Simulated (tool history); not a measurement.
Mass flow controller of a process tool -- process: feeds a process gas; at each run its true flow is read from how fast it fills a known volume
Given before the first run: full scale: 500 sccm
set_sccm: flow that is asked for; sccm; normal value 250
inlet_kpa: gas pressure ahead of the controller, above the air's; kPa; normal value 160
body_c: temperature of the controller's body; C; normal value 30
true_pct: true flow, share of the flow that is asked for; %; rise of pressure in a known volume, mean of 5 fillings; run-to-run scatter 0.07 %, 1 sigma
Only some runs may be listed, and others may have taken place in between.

{"run": 1, "hour": 0.0, "set_sccm": 250, "inlet_kpa": 160, "body_c": 30, "true_pct": 99.35}
{"run": 2, "hour": 144.7, "set_sccm": 250, "inlet_kpa": 160, "body_c": 30, "true_pct": 99.35}
{"run": 3, "hour": 393.8, "set_sccm": 366, "inlet_kpa": 160, "body_c": 30, "true_pct": 99.74}
{"run": 4, "hour": 566.8, "set_sccm": 366, "inlet_kpa": 160, "body_c": 30, "true_pct": 99.75}
{"run": 5, "hour": 694.9, "set_sccm": 250, "inlet_kpa": 160, "body_c": 30, "true_pct": 99.71}
{"run": 6, "hour": 900.2, "set_sccm": 250, "inlet_kpa": 160, "body_c": 30, "true_pct": 99.91}
{"run": 7, "hour": 1081.2, "set_sccm": 250, "inlet_kpa": 160, "body_c": 30, "true_pct": 100.03}
{"run": 8, "hour": 1297.6, "set_sccm": 374, "inlet_kpa": 160, "body_c": 30, "true_pct": 100.32}
{"run": 9, "hour": 1461.0, "set_sccm": 374, "inlet_kpa": 160, "body_c": 30, "true_pct": 100.32}
{"run": 10, "hour": 1672.8, "set_sccm": 250, "inlet_kpa": 160, "body_c": 21, "true_pct": 101.37}
{"run": 11, "hour": 1957.5, "set_sccm": 250, "inlet_kpa": 142, "body_c": 32, "true_pct": 100.36}
{"run": 12, "hour": 2107.9, "set_sccm": 250, "inlet_kpa": 142, "body_c": 32, "true_pct": 100.46}
{"run": 13, "hour": 2365.4, "set_sccm": 135, "inlet_kpa": 243, "body_c": 33, "true_pct": 100.02}
{"run": 14, "hour": 2616.2, "set_sccm": 135, "inlet_kpa": 243, "body_c": 33, "true_pct": 100.12}
{"run": 15, "hour": 2749.0, "set_sccm": 250, "inlet_kpa": 149, "body_c": 28, "true_pct": 101.2}
{"run": 16, "hour": 2999.5, "set_sccm": 271, "inlet_kpa": 200, "body_c": 28, "true_pct": 101.31}
{"run": 17, "hour": 3196.4, "set_sccm": 271, "inlet_kpa": 200, "body_c": 28, "true_pct": 101.4}
{"run": 18, "hour": 3379.5, "set_sccm": 271, "inlet_kpa": 200, "body_c": 28, "true_pct": 99.51}
{"run": 19, "hour": 3620.5, "set_sccm": 219, "inlet_kpa": 149, "body_c": 21, "true_pct": 100.38}

Missing from the log above: 2 entries noted between runs. For each, name the pair of listed runs it sits between and say how the tool's hidden condition differs from the listed run just before to the listed run just after:
Between runs 15 and 16: controller's zero set anew (hour 2887.2)
  flow at rest that the sensor doesn't see, % of full scale: -0.008 -> 0; drift of the gauge itself on true_pct, %: 1.76 -> 1.92
  what was measured, less what the result would be without the hidden state, true_pct: +1.74 -> +1.92 %
Between runs 17 and 18: gauge calibrated (hour 3269.3)
  drift of the gauge itself on true_pct, %: 2.05 -> 0.07
  what was measured, less what the result would be without the hidden state, true_pct: +2.04 -> +0.07 %

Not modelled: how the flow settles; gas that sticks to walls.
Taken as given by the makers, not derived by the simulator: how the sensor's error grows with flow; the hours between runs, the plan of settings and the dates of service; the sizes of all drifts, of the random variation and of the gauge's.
